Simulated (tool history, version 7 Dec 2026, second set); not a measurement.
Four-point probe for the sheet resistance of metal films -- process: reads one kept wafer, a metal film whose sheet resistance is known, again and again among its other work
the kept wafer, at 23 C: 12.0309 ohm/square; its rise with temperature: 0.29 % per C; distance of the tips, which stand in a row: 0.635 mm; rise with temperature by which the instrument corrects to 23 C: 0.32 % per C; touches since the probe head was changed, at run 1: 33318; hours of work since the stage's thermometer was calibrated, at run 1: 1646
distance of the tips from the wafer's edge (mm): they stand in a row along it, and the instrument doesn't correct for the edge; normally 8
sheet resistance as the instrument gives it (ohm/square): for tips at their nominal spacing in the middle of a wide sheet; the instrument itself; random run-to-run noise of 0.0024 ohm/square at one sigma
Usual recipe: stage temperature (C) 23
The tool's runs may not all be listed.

| run | day | stage temperature (C) | distance of the tips from the wafer's edge (mm) | touches since the probe head was changed | hours of work since the stage's thermometer was calibrated | sheet resistance as the instrument gives it (ohm/square) |
|---|---|---|---|---|---|---|
| 1 | 0 | 23 | 8 | 33318 | 1646 | 12.071405 |
| 2 | 0.867 | 23 | 8 | 33898 | 1657 | 12.07039 |
| 3 | 1.525 | 27 | 8 | 34336 | 1665 | 12.057222 |
| 4 | 2.517 | 23 | 8 | 35000 | 1676 | 12.069059 |
| 5 | 3.442 | 23 | 8 | 35619 | 1688 | 12.071806 |
| 6 | 4.258 | 23 | 8 | 36166 | 1697 | 12.068847 |
| 7 | 5.479 | 23 | 8 | 36983 | 1712 | 12.072068 |
| 8 | 6.129 | 23 | 8 | 37417 | 1720 | 12.069632 |
| 9 | 7.117 | 23 | 8 | 38076 | 1732 | 12.070069 |
| 10 | 7.892 | 23 | 8 | 38594 | 1741 | 12.075147 |
| 11 | 8.858 | 23 | 8 | 39243 | 1753 | 12.069096 |
| 12 | 10.008 | 23 | 8 | 40012 | 1766 | 12.070099 |
| 13 | 10.792 | 29 | 8 | 40534 | 1776 | 12.048601 |
| 14 | 11.592 | 29 | 8 | 41068 | 1785 | 12.04879 |
| 15 | 12.55 | 29 | 8 | 41709 | 1797 | 12.049808 |
| 16 | 13.812 | 29 | 33 | 42555 | 1812 | 12.014013 |
| 17 | 14.796 | 19 | 14 | 43211 | 1824 | 12.05841 |
| 18 | 15.904 | 27 | 26 | 43952 | 1837 | 12.023656 |
| 19 | 17.121 | 27 | 26 | 44768 | 1852 | 12.020733 |
| 20 | 17.892 | 20 | 6 | 45283 | 1861 | 12.111568 |
| 21 | 19.017 | 20 | 6 | 46035 | 1875 | 12.113118 |
| 22 | 19.929 | 20 | 6 | 46645 | 1885 | 12.114711 |
| 23 | 20.833 | 35 | 63 | 47249 | 1896 | 11.987889 |
| 24 | 21.908 | 28 | 37 | 47970 | 1909 | 12.01462 |
| 25 | 23.092 | 28 | 37 | 48761 | 1923 | 12.013511 |
| 26 | 24.079 | 23 | 21 | 49419 | 1935 | 12.033861 |
| 27 | 24.696 | 28 | 48 | 49831 | 1943 | 12.015298 |
| 28 | 25.838 | 30 | 26 | 50596 | 1956 | 12.009345 |
| 29 | 26.733 | 30 | 26 | 51195 | 1967 | 12.009886 |
| 30 | 27.646 | 30 | 26 | 51805 | 1978 | 12.007594 |
| 31 | 28.817 | 32 | 35 | 52589 | 1992 | 12.002318 |
| 32 | 29.788 | 32 | 35 | 53237 | 2004 | 11.999884 |

Consider 3 possible next runs. They are alternatives, not a sequence: every one starts from the tool as it was left by run 32. What does each give?
| A | 30.992 | 18 | 31 | 54044 | 2018 | ? |
| B | 30.992 | 18 | 22 | 54044 | 2018 | ? |
| C | 30.992 | 23 | 13 | 54044 | 2018 | ? |

| run | sheet resistance as the instrument gives it (ohm/square) |
|---|---|
| A | 12.054292 |
| B | 12.054394 |
| C | 12.040845 |
What these runs would have given with no unlogged condition in the tool:
| run | sheet resistance as the instrument gives it (ohm/square) |
|---|---|
| A | 12.054661 |
| B | 12.054763 |
| C | 12.041212 |

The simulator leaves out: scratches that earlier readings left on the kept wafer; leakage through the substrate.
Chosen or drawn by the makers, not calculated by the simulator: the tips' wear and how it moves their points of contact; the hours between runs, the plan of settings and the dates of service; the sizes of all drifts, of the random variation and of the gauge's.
